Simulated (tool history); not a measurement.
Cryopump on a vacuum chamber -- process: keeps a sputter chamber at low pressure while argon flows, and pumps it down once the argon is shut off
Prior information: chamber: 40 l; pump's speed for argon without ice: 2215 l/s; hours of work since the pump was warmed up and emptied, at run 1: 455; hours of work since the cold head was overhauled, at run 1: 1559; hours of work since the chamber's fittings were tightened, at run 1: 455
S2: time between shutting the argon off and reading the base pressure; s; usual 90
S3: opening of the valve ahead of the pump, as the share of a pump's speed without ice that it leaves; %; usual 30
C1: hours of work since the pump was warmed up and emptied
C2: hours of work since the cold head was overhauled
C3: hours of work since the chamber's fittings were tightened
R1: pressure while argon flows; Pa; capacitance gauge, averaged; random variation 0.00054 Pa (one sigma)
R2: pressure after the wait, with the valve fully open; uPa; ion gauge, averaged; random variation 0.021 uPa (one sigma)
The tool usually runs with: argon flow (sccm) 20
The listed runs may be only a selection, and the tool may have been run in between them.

Run 1, hour 0.0: usual settings; C1 455; C2 1559; C3 455. Result: R1 0.0544 Pa, R2 0.54 uPa.
Run 2, hour 86.2: usual settings; C1 530; C2 1634; C3 530. Result: R1 0.0536 Pa, R2 0.62 uPa.
Run 3, hour 158.0: usual settings; C1 592; C2 1696; C3 592. Result: R1 0.0548 Pa, R2 0.67 uPa.
Run 4, hour 253.1: usual settings but S3 42 %; C1 674; C2 1779; C3 674. Result: R1 0.0406 Pa, R2 0.69 uPa.
Run 5, hour 317.3: usual settings but S3 42 %; C1 730; C2 1834; C3 730. Result: R1 0.0407 Pa, R2 0.71 uPa.
Run 6, hour 409.2: usual settings but S3 42 %; C1 809; C2 1914; C3 809. Result: R1 0.0406 Pa, R2 0.82 uPa.
Run 7, hour 495.2: usual settings but S2 24 s; C1 884; C2 1988; C3 884. Result: R1 0.0565 Pa, R2 1.46 uPa.
Run 8, hour 558.7: usual settings but S2 24 s; C1 939; C2 2043; C3 939. Result: R1 0.0552 Pa, R2 1.53 uPa.
Run 9, hour 612.8: usual settings but S2 24 s; C1 986; C2 2090; C3 986. Result: R1 0.0575 Pa, R2 1.51 uPa.
At hour 631.6: pump warmed up, emptied and cooled again.
Run 10, hour 698.3: usual settings but S2 24 s; C1 58; C2 2160; C3 1056. Result: R1 0.0514 Pa, R2 1.40 uPa.
Run 11, hour 764.7: usual settings but S2 24 s; C1 115; C2 2218; C3 1113. Result: R1 0.0515 Pa, R2 1.40 uPa.
Run 12, hour 847.0: usual settings but S2 24 s; C1 187; C2 2289; C3 1184. Result: R1 0.0530 Pa, R2 1.48 uPa.
Run 13, hour 906.9: usual settings but S2 24 s; C1 239; C2 2341; C3 1236. Result: R1 0.0520 Pa, R2 1.50 uPa.
Run 14, hour 960.8: usual settings but S3 52 %; C1 285; C2 2387; C3 1283. Result: R1 0.0307 Pa, R2 0.90 uPa.
Run 15, hour 1022.5: usual settings but S2 147 s, S3 18 %; C1 339; C2 2441; C3 1337. Result: R1 0.0872 Pa, R2 0.77 uPa.
Run 16, hour 1080.3: usual settings but argon flow (sccm) 11, S2 98 s, S3 46 %; C1 389; C2 2491; C3 1387. Result: R1 0.0198 Pa, R2 0.90 uPa.
Run 17, hour 1145.7: usual settings but argon flow (sccm) 11, S2 98 s, S3 46 %; C1 446; C2 2548; C3 1443. Result: R1 0.0197 Pa, R2 0.96 uPa.
Run 18, hour 1227.1: usual settings but argon flow (sccm) 15, S2 98 s, S3 46 %; C1 516; C2 2618; C3 1514. Result: R1 0.0271 Pa, R2 0.94 uPa.
Run 19, hour 1324.3: usual settings but S2 226 s, S3 16 %; C1 600; C2 2702; C3 1598. Result: R1 0.0998 Pa, R2 0.90 uPa.
Run 20, hour 1381.3: usual settings but argon flow (sccm) 13, S2 91 s, S3 24 %; C1 650; C2 2752; C3 1647. Result: R1 0.0436 Pa, R2 1.10 uPa.
Run 21, hour 1474.2: usual settings but argon flow (sccm) 13, S2 91 s, S3 24 %; C1 730; C2 2832; C3 1728. Result: R1 0.0441 Pa, R2 1.13 uPa.
Run 22, hour 1528.2: usual settings but argon flow (sccm) 13, S2 91 s, S3 24 %; C1 777; C2 2879; C3 1775. Result: R1 0.0438 Pa, R2 1.19 uPa.
Run 23, hour 1589.3: usual settings but argon flow (sccm) 13, S2 91 s, S3 20 %; C1 830; C2 2932; C3 1828. Result: R1 0.0524 Pa, R2 1.23 uPa.
Run 24, hour 1633.4: usual settings but S2 254 s, S3 29 %; C1 868; C2 2970; C3 1866. Result: R1 0.0578 Pa, R2 1.08 uPa.

Alternative continuations, all from the tool just after run 24; predict every row:
Run A, hour 1715.4: usual settings but S2 159 s, S3 25 %; C1 939; C2 3041; C3 1937. Result: R1 ?, R2 ?.
Run B, hour 1715.4: usual settings but S2 24 s, S3 29 %; C1 939; C2 3041; C3 1937. Result: R1 ?, R2 ?.
Run C, hour 1715.4: usual settings but S2 254 s, S3 29 %; C1 939; C2 3041; C3 1937. Result: R1 ?, R2 ?.
Run D, hour 1715.4: usual settings but S2 254 s, S3 25 %; C1 939; C2 3041; C3 1937. Result: R1 ?, R2 ?.
Run E, hour 1715.4: usual settings but argon flow (sccm) 32, S2 31 s, S3 31 %; C1 939; C2 3041; C3 1937. Result: R1 ?, R2 ?.

run      R1    R2
  A  0.0668  1.26
  B  0.0589  2.04
  C  0.0590  1.17
  D  0.0675  1.17
  E  0.0870  1.77
What these runs would have given with no unlogged condition in the tool:
run      R1    R2
  A  0.0609  0.31
  B  0.0531  1.07
  C  0.0532  0.21
  D  0.0616  0.22
  E  0.0778  0.84
